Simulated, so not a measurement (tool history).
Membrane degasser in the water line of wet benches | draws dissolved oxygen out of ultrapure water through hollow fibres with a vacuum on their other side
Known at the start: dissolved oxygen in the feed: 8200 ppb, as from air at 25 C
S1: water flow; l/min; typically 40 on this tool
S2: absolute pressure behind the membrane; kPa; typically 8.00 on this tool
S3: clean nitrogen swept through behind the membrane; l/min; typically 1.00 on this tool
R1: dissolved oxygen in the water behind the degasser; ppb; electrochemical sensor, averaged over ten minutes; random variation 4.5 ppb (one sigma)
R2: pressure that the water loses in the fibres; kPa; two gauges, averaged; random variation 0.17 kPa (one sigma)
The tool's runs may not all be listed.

run	hour	S1	S2	S3	R1	R2
1	0.0	40	8.00	1.00	478.6	30.21
2	324.9	40	8.00	1.00	482.3	29.93
3	497.5	40	8.00	0.53	702.3	29.94
4	800.2	40	8.00	0.53	703.8	30.12
5	1117.4	40	8.00	2.32	290.3	29.97
6	1301.3	40	8.00	2.32	300.5	30.11
# hour 1650.6: vacuum gauge calibrated
7	1664.0	40	8.00	2.32	309.9	30.22
8	2008.1	40	8.00	2.32	307.4	30.18
9	2225.3	30	8.00	1.00	364.7	22.79
# hour 2378.8: vacuum gauge calibrated, once more
# hour 2534.1: seals of the vacuum lines changed
10	2534.1	30	8.00	1.00	341.5	22.74
11	2756.2	30	8.00	1.00	341.9	22.77
12	3006.2	40	8.00	1.00	477.8	30.13
13	3236.8	40	7.53	1.00	446.5	30.35
14	3528.9	40	8.00	1.00	492.5	30.68
15	3679.9	40	9.55	1.00	587.9	30.32
16	3949.9	40	9.55	1.00	588.6	30.61
17	4112.5	40	9.55	1.00	595.5	30.71
18	4408.9	38	9.55	2.93	288.7	29.18
19	4708.0	34	8.00	2.77	213.1	25.67
20	4929.8	34	8.00	2.77	214.0	25.90
# hour 5047.7: membrane cartridge changed
21	5122.4	34	8.00	2.77	190.5	24.47
22	5423.5	36	8.00	0.41	729.9	25.79
23	5643.0	36	8.00	0.41	718.2	25.90
24	5973.8	36	12.08	1.12	634.4	25.87
25	6152.6	36	12.08	1.12	636.4	25.91
26	6424.8	36	12.08	1.12	642.3	25.65
27	6607.6	36	6.50	1.12	303.6	25.89
28	6797.6	36	6.50	0.68	410.7	25.69

Run 29 comes next. What will it give?
29	7122.2	39	5.06	1.00	?	?

{"run 29": {"R1": 246.5, "R2": 28.19}}
Take away the tool's hidden state, keep the run-to-run variation as it was, and the same run would have given R1 219.6 ppb, R2 27.94 kPa.
